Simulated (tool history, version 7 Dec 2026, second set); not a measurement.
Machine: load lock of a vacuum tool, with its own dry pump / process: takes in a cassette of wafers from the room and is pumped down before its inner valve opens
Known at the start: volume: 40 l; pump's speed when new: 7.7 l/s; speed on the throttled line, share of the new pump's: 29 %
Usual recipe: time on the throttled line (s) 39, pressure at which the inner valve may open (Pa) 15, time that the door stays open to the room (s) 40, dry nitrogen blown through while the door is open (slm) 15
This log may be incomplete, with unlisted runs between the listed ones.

run    hour  time on the throttled line (s)  pressure at which the inner valve may open (Pa)  time that the door stays open to the room (s)  dry nitrogen blown through while the door is open (slm)  incoming humidity of the room's air, %  time from the closed door until the inner valve may open (s)  rise of the pressure with all valves shut (Pa/min)
  1       0                              39                                               15                                             40                                                       15                                    44.1                                                            75                                               0.054
  2   297.2                              39                                               12                                             40                                                       15                                    46.6                                                          75.9                                               0.051
  3     776                              39                                               15                                             40                                                       15                                    46.2                                                          74.7                                               0.067
  4  1054.8                              39                                               15                                             40                                                       15                                    45.4                                                          75.9                                               0.072
  5    1535                              39                                               15                                             40                                                       15                                    42.3                                                          74.4                                               0.078
  6  2084.4                              39                                               15                                             40                                                       15                                    46.1                                                          75.7                                               0.094
  7  2630.3                              39                                               15                                             40                                                       15                                    47.9                                                          74.9                                               0.112
  8  2898.4                              39                                               15                                             40                                                       15                                    45.9                                                          75.4                                               0.119
  9  3184.8                              39                                               15                                             40                                                       15                                      44                                                          75.8                                               0.124
 10  3559.3                              39                                               15                                             40                                                       15                                    45.3                                                          75.3                                               0.143
 11  4103.4                              22                                               15                                             40                                                       15                                    41.9                                                          64.1                                               0.167
 12    4371                              22                                               15                                             40                                                       15                                    45.7                                                          63.3                                               0.176
 13  4750.9                              22                                               15                                             40                                                       15                                    45.1                                                          63.9                                               0.181
 14  5049.5                              22                                               15                                             40                                                       15                                    46.9                                                          64.5                                               0.203
 15  5278.3                              22                                               15                                             40                                                       15                                    44.3                                                          63.7                                               0.214
 16  5846.3                              39                                               15                                             40                                                       15                                    44.7                                                          76.8                                               0.241
 17  6385.8                              39                                               15                                             40                                                        6                                    42.1                                                          75.9                                                0.27
 18  6774.6                              39                                               15                                             40                                                        6                                    44.5                                                          75.7                                               0.285
 19    7051                              39                                               15                                             40                                                        6                                    44.2                                                          76.3                                               0.297
 20  7543.6                              39                                               15                                            107                                                       10                                    44.2                                                          76.9                                               0.345
 21  7939.7                              39                                               15                                            107                                                       10                                    46.2                                                          76.3                                               0.374
 22  8348.6                              39                                               15                                            107                                                       10                                    45.3                                                          76.5                                                 0.4

The next listed run, before its measurement:
 23  8729.9                              60                                               11                                            107                                                       10                                    47.2                                                             ?                                                   ?

{"run 23": {"time from the closed door until the inner valve may open (s)": 93.1, "rise of the pressure with all valves shut (Pa/min)": 0.436}}
Without the tool's hidden state the same run would have given time from the closed door until the inner valve may open (s) 90.4, rise of the pressure with all valves shut (Pa/min) 0.078.
